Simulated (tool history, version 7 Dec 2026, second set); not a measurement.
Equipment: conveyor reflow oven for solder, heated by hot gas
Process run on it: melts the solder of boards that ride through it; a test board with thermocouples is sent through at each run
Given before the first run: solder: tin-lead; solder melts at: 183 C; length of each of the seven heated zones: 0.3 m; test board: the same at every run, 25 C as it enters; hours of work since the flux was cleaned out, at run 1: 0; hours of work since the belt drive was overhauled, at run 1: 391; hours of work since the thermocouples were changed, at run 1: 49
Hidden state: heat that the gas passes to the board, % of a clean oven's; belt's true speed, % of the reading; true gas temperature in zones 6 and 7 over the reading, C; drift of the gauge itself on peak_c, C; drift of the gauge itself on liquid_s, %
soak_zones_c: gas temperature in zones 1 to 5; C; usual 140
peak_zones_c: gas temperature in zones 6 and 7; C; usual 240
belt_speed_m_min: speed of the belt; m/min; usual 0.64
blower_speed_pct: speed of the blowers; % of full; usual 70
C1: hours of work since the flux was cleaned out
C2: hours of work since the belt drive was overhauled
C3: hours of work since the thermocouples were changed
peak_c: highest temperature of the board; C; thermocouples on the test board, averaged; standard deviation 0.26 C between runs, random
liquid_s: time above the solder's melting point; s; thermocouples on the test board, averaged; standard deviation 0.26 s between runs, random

{"run": 1, "day": 0.0, "soak_zones_c": 140, "peak_zones_c": 240, "belt_speed_m_min": 0.64, "blower_speed_pct": 70, "C1": 0, "C2": 391, "C3": 49, "peak_c": 221.5, "liquid_s": 44.7}
{"run": 2, "day": 1.071, "soak_zones_c": 140, "peak_zones_c": 240, "belt_speed_m_min": 0.64, "blower_speed_pct": 70, "C1": 14, "C2": 405, "C3": 63, "peak_c": 221.8, "liquid_s": 45.1}
{"run": 3, "day": 1.733, "soak_zones_c": 140, "peak_zones_c": 240, "belt_speed_m_min": 0.64, "blower_speed_pct": 70, "C1": 23, "C2": 414, "C3": 71, "peak_c": 221.1, "liquid_s": 44.8}
{"run": 4, "day": 2.638, "soak_zones_c": 140, "peak_zones_c": 240, "belt_speed_m_min": 0.64, "blower_speed_pct": 70, "C1": 34, "C2": 426, "C3": 83, "peak_c": 221.6, "liquid_s": 44.8}
{"run": 5, "day": 3.092, "soak_zones_c": 154, "peak_zones_c": 240, "belt_speed_m_min": 0.64, "blower_speed_pct": 70, "C1": 40, "C2": 432, "C3": 89, "peak_c": 224.2, "liquid_s": 50.3}
{"run": 6, "day": 4.071, "soak_zones_c": 140, "peak_zones_c": 240, "belt_speed_m_min": 0.64, "blower_speed_pct": 70, "C1": 53, "C2": 444, "C3": 102, "peak_c": 222, "liquid_s": 44.9}
{"run": 7, "day": 4.754, "soak_zones_c": 140, "peak_zones_c": 240, "belt_speed_m_min": 0.64, "blower_speed_pct": 70, "C1": 62, "C2": 453, "C3": 110, "peak_c": 221.5, "liquid_s": 45}
{"run": 8, "day": 5.562, "soak_zones_c": 140, "peak_zones_c": 240, "belt_speed_m_min": 0.64, "blower_speed_pct": 70, "C1": 72, "C2": 464, "C3": 121, "peak_c": 221.4, "liquid_s": 44.7}
{"run": 9, "day": 6.217, "soak_zones_c": 140, "peak_zones_c": 240, "belt_speed_m_min": 0.64, "blower_speed_pct": 70, "C1": 81, "C2": 472, "C3": 130, "peak_c": 221.8, "liquid_s": 45}
{"run": 10, "day": 6.704, "soak_zones_c": 140, "peak_zones_c": 240, "belt_speed_m_min": 0.64, "blower_speed_pct": 70, "C1": 87, "C2": 479, "C3": 136, "peak_c": 221.6, "liquid_s": 44.7}
{"run": 11, "day": 7.75, "soak_zones_c": 143, "peak_zones_c": 240, "belt_speed_m_min": 0.64, "blower_speed_pct": 70, "C1": 101, "C2": 492, "C3": 149, "peak_c": 222.5, "liquid_s": 46.1}
{"run": 12, "day": 8.421, "soak_zones_c": 143, "peak_zones_c": 240, "belt_speed_m_min": 0.64, "blower_speed_pct": 70, "C1": 110, "C2": 501, "C3": 158, "peak_c": 222, "liquid_s": 46}
{"run": 13, "day": 8.933, "soak_zones_c": 143, "peak_zones_c": 240, "belt_speed_m_min": 0.64, "blower_speed_pct": 70, "C1": 116, "C2": 508, "C3": 165, "peak_c": 222.5, "liquid_s": 45.8}
{"run": 14, "day": 9.912, "soak_zones_c": 143, "peak_zones_c": 240, "belt_speed_m_min": 0.64, "blower_speed_pct": 70, "C1": 129, "C2": 520, "C3": 178, "peak_c": 222, "liquid_s": 46.3}
{"run": 15, "day": 10.988, "soak_zones_c": 143, "peak_zones_c": 240, "belt_speed_m_min": 0.64, "blower_speed_pct": 70, "C1": 143, "C2": 534, "C3": 192, "peak_c": 222.3, "liquid_s": 45.9}
{"run": 16, "day": 11.796, "soak_zones_c": 140, "peak_zones_c": 240, "belt_speed_m_min": 0.699, "blower_speed_pct": 67, "C1": 154, "C2": 545, "C3": 202, "peak_c": 217.8, "liquid_s": 38.4}
{"run": 17, "day": 12.442, "soak_zones_c": 140, "peak_zones_c": 240, "belt_speed_m_min": 0.699, "blower_speed_pct": 67, "C1": 162, "C2": 553, "C3": 211, "peak_c": 218, "liquid_s": 38.7}
{"run": 18, "day": 13.362, "soak_zones_c": 140, "peak_zones_c": 240, "belt_speed_m_min": 0.699, "blower_speed_pct": 67, "C1": 174, "C2": 565, "C3": 223, "peak_c": 218, "liquid_s": 39}
{"run": 19, "day": 13.862, "soak_zones_c": 140, "peak_zones_c": 240, "belt_speed_m_min": 0.636, "blower_speed_pct": 62, "C1": 180, "C2": 572, "C3": 229, "peak_c": 220.1, "liquid_s": 43.9}
{"day": 15.112, "done": "flux residue cleaned out of gas plates and filters"}
{"run": 20, "day": 15.192, "soak_zones_c": 141, "peak_zones_c": 231, "belt_speed_m_min": 0.77, "blower_speed_pct": 70, "C1": 1, "C2": 586, "C3": 244, "peak_c": 208, "liquid_s": 30.1}
{"run": 21, "day": 16.271, "soak_zones_c": 141, "peak_zones_c": 231, "belt_speed_m_min": 0.77, "blower_speed_pct": 70, "C1": 15, "C2": 600, "C3": 258, "peak_c": 208.2, "liquid_s": 29.6}
{"run": 22, "day": 16.758, "soak_zones_c": 151, "peak_zones_c": 240, "belt_speed_m_min": 0.702, "blower_speed_pct": 70, "C1": 21, "C2": 607, "C3": 264, "peak_c": 221.2, "liquid_s": 43.4}
{"run": 23, "day": 17.658, "soak_zones_c": 127, "peak_zones_c": 240, "belt_speed_m_min": 0.615, "blower_speed_pct": 61, "C1": 33, "C2": 618, "C3": 276, "peak_c": 218.8, "liquid_s": 41.9}
{"run": 24, "day": 18.496, "soak_zones_c": 127, "peak_zones_c": 240, "belt_speed_m_min": 0.615, "blower_speed_pct": 61, "C1": 44, "C2": 629, "C3": 287, "peak_c": 218.7, "liquid_s": 41.8}
{"run": 25, "day": 19.454, "soak_zones_c": 127, "peak_zones_c": 240, "belt_speed_m_min": 0.615, "blower_speed_pct": 61, "C1": 57, "C2": 642, "C3": 299, "peak_c": 218.2, "liquid_s": 41.9}
{"run": 26, "day": 20.292, "soak_zones_c": 150, "peak_zones_c": 240, "belt_speed_m_min": 0.761, "blower_speed_pct": 56, "C1": 67, "C2": 653, "C3": 310, "peak_c": 214, "liquid_s": 35.5}
{"run": 27, "day": 21.3, "soak_zones_c": 150, "peak_zones_c": 240, "belt_speed_m_min": 0.761, "blower_speed_pct": 56, "C1": 81, "C2": 666, "C3": 323, "peak_c": 214.2, "liquid_s": 35.6}
{"run": 28, "day": 22.029, "soak_zones_c": 140, "peak_zones_c": 243, "belt_speed_m_min": 0.735, "blower_speed_pct": 88, "C1": 90, "C2": 675, "C3": 333, "peak_c": 222.8, "liquid_s": 39.4}
{"run": 29, "day": 22.692, "soak_zones_c": 140, "peak_zones_c": 248, "belt_speed_m_min": 0.741, "blower_speed_pct": 70, "C1": 99, "C2": 684, "C3": 341, "peak_c": 222.7, "liquid_s": 38.9}
{"run": 30, "day": 23.708, "soak_zones_c": 140, "peak_zones_c": 248, "belt_speed_m_min": 0.536, "blower_speed_pct": 70, "C1": 112, "C2": 697, "C3": 355, "peak_c": 234.5, "liquid_s": 60.3}

Entry by entry between the runs, the difference in hidden state between the last listed run before and the first listed run after:
Between runs 19 and 20: flux residue cleaned out of gas plates and filters (day 15.112)
  heat that the gas passes to the board, % of a clean oven's: 99.5 -> 100; true gas temperature in zones 6 and 7 over the reading, C: -0.02 -> -0.03

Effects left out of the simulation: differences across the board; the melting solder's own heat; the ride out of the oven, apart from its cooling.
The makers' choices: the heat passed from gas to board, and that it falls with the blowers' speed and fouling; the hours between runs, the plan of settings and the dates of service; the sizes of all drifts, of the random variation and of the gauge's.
